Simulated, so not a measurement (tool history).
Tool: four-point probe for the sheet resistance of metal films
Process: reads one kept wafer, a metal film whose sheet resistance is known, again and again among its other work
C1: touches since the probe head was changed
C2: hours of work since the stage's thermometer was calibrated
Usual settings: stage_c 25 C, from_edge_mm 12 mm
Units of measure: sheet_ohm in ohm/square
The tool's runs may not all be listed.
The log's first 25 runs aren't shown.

run 26 hour=728 | stage_c=21 from_edge_mm=5 | C1=106697 C2=108 | sheet_ohm=1.112259
run 27 hour=753.9 | stage_c=29 from_edge_mm=42 | C1=107819 C2=122 | sheet_ohm=1.108115
run 28 hour=773.1 | stage_c=29 from_edge_mm=42 | C1=108650 C2=132 | sheet_ohm=1.107927
run 29 hour=805.1 | stage_c=30 from_edge_mm=67 | C1=110031 C2=149 | sheet_ohm=1.107937
run 30 hour=833.2 | stage_c=30 from_edge_mm=67 | C1=111251 C2=165 | sheet_ohm=1.107924
run 31 hour=858.7 | stage_c=19 from_edge_mm=32 | C1=112352 C2=178 | sheet_ohm=1.104987
run 32 hour=890 | stage_c=31 from_edge_mm=6 | C1=113709 C2=195 | sheet_ohm=1.111516
run 33 hour=910.1 | stage_c=31 from_edge_mm=6 | C1=114576 C2=206 | sheet_ohm=1.111539
run 34 hour=950.8 | stage_c=31 from_edge_mm=6 | C1=116339 C2=228 | sheet_ohm=1.11144
run 35 hour=974.3 | stage_c=34 from_edge_mm=13 | C1=117354 C2=240 | sheet_ohm=1.108942
run 36 hour=1014.8 | stage_c=29 from_edge_mm=13 | C1=119106 C2=262 | sheet_ohm=1.107149
-- hour=1028.9 new probe head fitted
run 37 hour=1052.1 | stage_c=33 from_edge_mm=22 | C1=1006 C2=282 | sheet_ohm=1.122399
run 38 hour=1077.5 | stage_c=35 from_edge_mm=18 | C1=2105 C2=295 | sheet_ohm=1.123069
run 39 hour=1106.6 | stage_c=35 from_edge_mm=29 | C1=3363 C2=311 | sheet_ohm=1.12263
run 40 hour=1133.5 | stage_c=35 from_edge_mm=29 | C1=4528 C2=325 | sheet_ohm=1.122456
run 41 hour=1169.4 | stage_c=33 from_edge_mm=23 | C1=6079 C2=345 | sheet_ohm=1.121921
run 42 hour=1206.8 | stage_c=30 from_edge_mm=41 | C1=7699 C2=365 | sheet_ohm=1.12083
run 43 hour=1237.3 | stage_c=30 from_edge_mm=17 | C1=9019 C2=381 | sheet_ohm=1.121365
run 44 hour=1275.8 | stage_c=26 from_edge_mm=10 | C1=10686 C2=402 | sheet_ohm=1.121019
run 45 hour=1294 | stage_c=31 from_edge_mm=70 | C1=11476 C2=412 | sheet_ohm=1.120496

What if the next run were any one of these 4? Each begins from the tool's condition after run 45:
run A hour=1316.5 | stage_c=25 from_edge_mm=32 | C1=12446 C2=424 | sheet_ohm=?
run B hour=1316.5 | stage_c=21 from_edge_mm=56 | C1=12446 C2=424 | sheet_ohm=?
run C hour=1316.5 | stage_c=32 from_edge_mm=68 | C1=12446 C2=424 | sheet_ohm=?
run D hour=1316.5 | stage_c=25 from_edge_mm=15 | C1=12446 C2=424 | sheet_ohm=?

run=A sheet_ohm=1.119001
run=B sheet_ohm=1.118218
run=C sheet_ohm=1.12069
run=D sheet_ohm=1.119713
Take away the tool's hidden state, keep each run's random variation, and the runs would have read:
run=A sheet_ohm=1.118805
run=B sheet_ohm=1.118026
run=C sheet_ohm=1.12049
run=D sheet_ohm=1.119518
